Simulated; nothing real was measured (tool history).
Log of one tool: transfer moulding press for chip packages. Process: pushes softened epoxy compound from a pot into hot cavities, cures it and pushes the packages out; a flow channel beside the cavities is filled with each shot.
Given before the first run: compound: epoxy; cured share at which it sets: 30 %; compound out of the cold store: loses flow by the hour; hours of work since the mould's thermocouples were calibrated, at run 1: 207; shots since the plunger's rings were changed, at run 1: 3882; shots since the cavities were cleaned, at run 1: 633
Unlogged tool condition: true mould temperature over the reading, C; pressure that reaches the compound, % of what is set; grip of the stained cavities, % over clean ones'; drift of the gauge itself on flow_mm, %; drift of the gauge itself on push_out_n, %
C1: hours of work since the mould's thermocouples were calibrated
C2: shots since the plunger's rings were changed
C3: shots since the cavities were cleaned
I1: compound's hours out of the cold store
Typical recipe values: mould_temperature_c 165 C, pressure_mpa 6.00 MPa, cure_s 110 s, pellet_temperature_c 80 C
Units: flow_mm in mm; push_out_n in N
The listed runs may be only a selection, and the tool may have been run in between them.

{"run": 1, "hour": 0.0, "mould_temperature_c": 165, "pressure_mpa": 6.0, "cure_s": 110, "pellet_temperature_c": 80, "C1": 207, "C2": 3882, "C3": 633, "I1": 15.9, "flow_mm": 753, "push_out_n": 504}
{"hour": 5.3, "done": "cavities cleaned with cleaning compound and waxed"}
{"run": 2, "hour": 63.2, "mould_temperature_c": 162, "pressure_mpa": 6.0, "cure_s": 110, "pellet_temperature_c": 80, "C1": 232, "C2": 4270, "C3": 364, "I1": 18.7, "flow_mm": 766, "push_out_n": 622}
{"run": 3, "hour": 106.5, "mould_temperature_c": 162, "pressure_mpa": 6.0, "cure_s": 110, "pellet_temperature_c": 80, "C1": 249, "C2": 4542, "C3": 636, "I1": 23.2, "flow_mm": 764, "push_out_n": 617}
{"hour": 112.3, "done": "cavities cleaned with cleaning compound and waxed"}
{"run": 4, "hour": 167.7, "mould_temperature_c": 165, "pressure_mpa": 6.0, "cure_s": 110, "pellet_temperature_c": 80, "C1": 273, "C2": 4917, "C3": 348, "I1": 45.1, "flow_mm": 667, "push_out_n": 456}
{"hour": 201.8, "done": "plunger's sealing rings changed"}
{"run": 5, "hour": 209.6, "mould_temperature_c": 165, "pressure_mpa": 6.0, "cure_s": 110, "pellet_temperature_c": 80, "C1": 289, "C2": 49, "C3": 596, "I1": 35.6, "flow_mm": 704, "push_out_n": 488}
{"hour": 221.4, "done": "cavities cleaned with cleaning compound and waxed"}
{"run": 6, "hour": 254.3, "mould_temperature_c": 165, "pressure_mpa": 6.0, "cure_s": 110, "pellet_temperature_c": 80, "C1": 306, "C2": 320, "C3": 206, "I1": 25.7, "flow_mm": 729, "push_out_n": 482}
{"run": 7, "hour": 316.9, "mould_temperature_c": 165, "pressure_mpa": 6.0, "cure_s": 110, "pellet_temperature_c": 80, "C1": 332, "C2": 714, "C3": 600, "I1": 41.1, "flow_mm": 674, "push_out_n": 476}
{"hour": 327.0, "done": "cavities cleaned with cleaning compound and waxed"}
{"run": 8, "hour": 381.1, "mould_temperature_c": 165, "pressure_mpa": 6.0, "cure_s": 110, "pellet_temperature_c": 80, "C1": 357, "C2": 1108, "C3": 340, "I1": 13.2, "flow_mm": 770, "push_out_n": 498}
{"run": 9, "hour": 421.0, "mould_temperature_c": 163, "pressure_mpa": 6.0, "cure_s": 110, "pellet_temperature_c": 80, "C1": 373, "C2": 1358, "C3": 590, "I1": 35.1, "flow_mm": 709, "push_out_n": 528}
{"hour": 435.7, "done": "cavities cleaned with cleaning compound and waxed"}
{"run": 10, "hour": 482.9, "mould_temperature_c": 165, "pressure_mpa": 7.1, "cure_s": 110, "pellet_temperature_c": 80, "C1": 397, "C2": 1738, "C3": 297, "I1": 11.1, "flow_mm": 851, "push_out_n": 509}
{"run": 11, "hour": 525.6, "mould_temperature_c": 165, "pressure_mpa": 6.98, "cure_s": 110, "pellet_temperature_c": 80, "C1": 414, "C2": 2006, "C3": 565, "I1": 25.7, "flow_mm": 782, "push_out_n": 478}
{"hour": 545.9, "done": "cavities cleaned with cleaning compound and waxed"}
{"run": 12, "hour": 575.5, "mould_temperature_c": 165, "pressure_mpa": 6.98, "cure_s": 110, "pellet_temperature_c": 80, "C1": 434, "C2": 2311, "C3": 187, "I1": 22.8, "flow_mm": 793, "push_out_n": 490}
{"run": 13, "hour": 618.2, "mould_temperature_c": 165, "pressure_mpa": 6.98, "cure_s": 110, "pellet_temperature_c": 80, "C1": 451, "C2": 2579, "C3": 455, "I1": 8.5, "flow_mm": 851, "push_out_n": 513}
{"hour": 651.6, "done": "cavities cleaned with cleaning compound and waxed"}
{"run": 14, "hour": 660.3, "mould_temperature_c": 165, "pressure_mpa": 6.98, "cure_s": 110, "pellet_temperature_c": 80, "C1": 467, "C2": 2834, "C3": 55, "I1": 33.2, "flow_mm": 769, "push_out_n": 469}
{"run": 15, "hour": 718.8, "mould_temperature_c": 172, "pressure_mpa": 6.76, "cure_s": 114, "pellet_temperature_c": 80, "C1": 491, "C2": 3202, "C3": 423, "I1": 30.2, "flow_mm": 741, "push_out_n": 338}
{"hour": 759.5, "done": "cavities cleaned with cleaning compound and waxed"}
{"run": 16, "hour": 770.0, "mould_temperature_c": 172, "pressure_mpa": 6.76, "cure_s": 114, "pellet_temperature_c": 76, "C1": 511, "C2": 3514, "C3": 66, "I1": 20.1, "flow_mm": 769, "push_out_n": 327}
{"hour": 789.6, "done": "mould's thermocouples calibrated"}
{"run": 17, "hour": 827.9, "mould_temperature_c": 168, "pressure_mpa": 7.01, "cure_s": 135, "pellet_temperature_c": 78, "C1": 15, "C2": 3866, "C3": 418, "I1": 33.5, "flow_mm": 755, "push_out_n": 341}
{"run": 18, "hour": 861.2, "mould_temperature_c": 159, "pressure_mpa": 7.01, "cure_s": 130, "pellet_temperature_c": 78, "C1": 29, "C2": 4075, "C3": 627, "I1": 48.0, "flow_mm": 746, "push_out_n": 511}
{"hour": 866.6, "done": "cavities cleaned with cleaning compound and waxed"}
{"run": 19, "hour": 897.4, "mould_temperature_c": 167, "pressure_mpa": 6.0, "cure_s": 141, "pellet_temperature_c": 75, "C1": 43, "C2": 4292, "C3": 193, "I1": 13.3, "flow_mm": 761, "push_out_n": 329}
{"run": 20, "hour": 955.6, "mould_temperature_c": 167, "pressure_mpa": 6.0, "cure_s": 141, "pellet_temperature_c": 75, "C1": 66, "C2": 4658, "C3": 559, "I1": 47.0, "flow_mm": 661, "push_out_n": 341}
{"hour": 974.7, "done": "cavities cleaned with cleaning compound and waxed"}
{"run": 21, "hour": 1004.6, "mould_temperature_c": 159, "pressure_mpa": 5.67, "cure_s": 132, "pellet_temperature_c": 70, "C1": 85, "C2": 4957, "C3": 188, "I1": 33.7, "flow_mm": 716, "push_out_n": 522}
{"hour": 1033.5, "done": "plunger's sealing rings changed"}
{"run": 22, "hour": 1067.3, "mould_temperature_c": 167, "pressure_mpa": 5.92, "cure_s": 119, "pellet_temperature_c": 81, "C1": 110, "C2": 212, "C3": 566, "I1": 37.7, "flow_mm": 669, "push_out_n": 374}
{"hour": 1084.4, "done": "cavities cleaned with cleaning compound and waxed"}
{"run": 23, "hour": 1104.6, "mould_temperature_c": 160, "pressure_mpa": 4.97, "cure_s": 110, "pellet_temperature_c": 80, "C1": 124, "C2": 437, "C3": 127, "I1": 28.5, "flow_mm": 679, "push_out_n": 694}

How the hidden state differs across the entries between the runs, from the last listed run before each to the first after it:
In the gap between runs 1 and 2: cavities cleaned with cleaning compound and waxed (hour 5.3)
  pressure that reaches the compound, % of what is set: 99.73 -> 99.7; grip of the stained cavities, % over clean ones': 1.5 -> 1
In the gap between runs 3 and 4: cavities cleaned with cleaning compound and waxed (hour 112.3)
  pressure that reaches the compound, % of what is set: 99.68 -> 99.66; grip of the stained cavities, % over clean ones': 1.6 -> 1
In the gap between runs 4 and 5: plunger's sealing rings changed (hour 201.8)
  pressure that reaches the compound, % of what is set: 99.66 -> 99.99; grip of the stained cavities, % over clean ones': 1 -> 1.5
In the gap between runs 5 and 6: cavities cleaned with cleaning compound and waxed (hour 221.4)
  pressure that reaches the compound, % of what is set: 99.99 -> 99.97; grip of the stained cavities, % over clean ones': 1.5 -> 0.7
In the gap between runs 7 and 8: cavities cleaned with cleaning compound and waxed (hour 327.0)
  pressure that reaches the compound, % of what is set: 99.95 -> 99.92; grip of the stained cavities, % over clean ones': 1.5 -> 1
In the gap between runs 9 and 10: cavities cleaned with cleaning compound and waxed (hour 435.7)
  pressure that reaches the compound, % of what is set: 99.91 -> 99.88; grip of the stained cavities, % over clean ones': 1.5 -> 0.9
In the gap between runs 11 and 12: cavities cleaned with cleaning compound and waxed (hour 545.9)
  pressure that reaches the compound, % of what is set: 99.87 -> 99.85; grip of the stained cavities, % over clean ones': 1.5 -> 0.7
In the gap between runs 13 and 14: cavities cleaned with cleaning compound and waxed (hour 651.6)
  pressure that reaches the compound, % of what is set: 99.83 -> 99.81; grip of the stained cavities, % over clean ones': 1.3 -> 0.3
In the gap between runs 15 and 16: cavities cleaned with cleaning compound and waxed (hour 759.5)
  pressure that reaches the compound, % of what is set: 99.79 -> 99.77; grip of the stained cavities, % over clean ones': 1.2 -> 0.2
In the gap between runs 16 and 17: mould's thermocouples calibrated (hour 789.6)
  true mould temperature over the reading, C: 0.03 -> 0; pressure that reaches the compound, % of what is set: 99.77 -> 99.75; grip of the stained cavities, % over clean ones': 0.2 -> 1.2
In the gap between runs 18 and 19: cavities cleaned with cleaning compound and waxed (hour 866.6)
  pressure that reaches the compound, % of what is set: 99.73 -> 99.72; grip of the stained cavities, % over clean ones': 1.6 -> 0.7
In the gap between runs 20 and 21: cavities cleaned with cleaning compound and waxed (hour 974.7)
  pressure that reaches the compound, % of what is set: 99.69 -> 99.67; grip of the stained cavities, % over clean ones': 1.4 -> 0.6
In the gap between runs 21 and 22: plunger's sealing rings changed (hour 1033.5)
  pressure that reaches the compound, % of what is set: 99.67 -> 99.97; grip of the stained cavities, % over clean ones': 0.6 -> 1.4
In the gap between runs 22 and 23: cavities cleaned with cleaning compound and waxed (hour 1084.4)
  pressure that reaches the compound, % of what is set: 99.97 -> 99.95; grip of the stained cavities, % over clean ones': 1.4 -> 0.4

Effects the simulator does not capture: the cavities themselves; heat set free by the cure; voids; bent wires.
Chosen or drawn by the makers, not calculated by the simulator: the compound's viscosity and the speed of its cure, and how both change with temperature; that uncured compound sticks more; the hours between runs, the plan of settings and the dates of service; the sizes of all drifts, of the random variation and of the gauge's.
